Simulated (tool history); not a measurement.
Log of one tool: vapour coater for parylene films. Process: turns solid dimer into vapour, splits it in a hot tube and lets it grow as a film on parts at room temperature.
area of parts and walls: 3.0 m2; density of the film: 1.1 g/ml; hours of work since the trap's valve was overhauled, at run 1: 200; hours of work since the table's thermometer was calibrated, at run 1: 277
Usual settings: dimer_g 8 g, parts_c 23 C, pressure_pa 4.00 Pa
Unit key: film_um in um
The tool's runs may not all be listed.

run	hour	dimer_g	parts_c	pressure_pa	hours of work since the trap's valve was overhauled	hours of work since the table's thermometer was calibrated	film_um
1	0.0	8	23	4.00	200	277	1.11
2	20.3	8	23	4.00	211	288	1.10
3	38.2	8	23	4.00	221	298	1.08
4	54.5	13	23	4.00	230	307	1.76
5	67.3	8	17	4.00	237	314	1.20
6	80.0	8	23	4.00	244	321	1.09
7	101.7	8	23	4.00	256	333	1.10
8	125.3	8	23	4.00	269	346	1.08
9	135.6	8	23	4.00	275	351	1.08
10	146.1	8	23	4.00	281	357	1.06
11	167.9	8	23	4.00	293	369	1.03
12	186.0	8	23	5.30	303	379	1.02
13	210.2	8	23	5.30	316	393	1.00
14	221.1	4	23	5.30	322	399	0.50
15	237.2	4	23	5.30	331	407	0.48
16	257.1	4	23	5.30	342	418	0.48
# hour 277.2: trap's valve overhauled
17	282.6	8	28	4.00	3	430	1.13
18	297.3	8	23	8.14	11	438	1.10
19	311.2	8	23	4.00	19	446	1.20
20	333.7	8	28	4.00	31	458	1.09
21	352.5	4	33	4.00	41	469	0.51
22	362.5	5	31	4.00	47	474	0.63
23	384.2	5	35	2.74	59	486	0.61
24	406.0	10	25	4.34	71	498	1.43
25	421.8	4	26	4.00	80	507	0.56
26	435.1	4	26	4.00	87	514	0.57
27	448.5	4	26	4.00	94	522	0.53
28	467.4	4	29	6.99	105	532	0.48
29	490.5	4	29	6.99	117	545	0.49
30	501.6	13	22	10.48	124	551	1.66
31	519.2	13	22	10.48	133	561	1.66
32	543.4	13	22	5.26	147	574	1.79
33	563.2	6	21	4.00	157	585	0.88
34	575.8	4	28	3.28	164	592	0.54
35	596.8	4	28	4.14	176	603	0.54
36	611.3	4	33	4.14	184	611	0.48
37	626.7	8	32	4.00	192	620	0.99

Consider 3 possible next runs. They are alternatives, not a sequence: every one starts from the tool as it was left by run 37. What does each give?
A	637.7	8	17	10.99	199	626	?
B	637.7	6	18	4.98	199	626	?
C	637.7	8	31	4.00	199	626	?

run	film_um
A	1.05
B	0.88
C	0.97
Take away the tool's hidden state, keep each run's random variation, and the runs would have read:
run	film_um
A	1.14
B	0.96
C	1.05
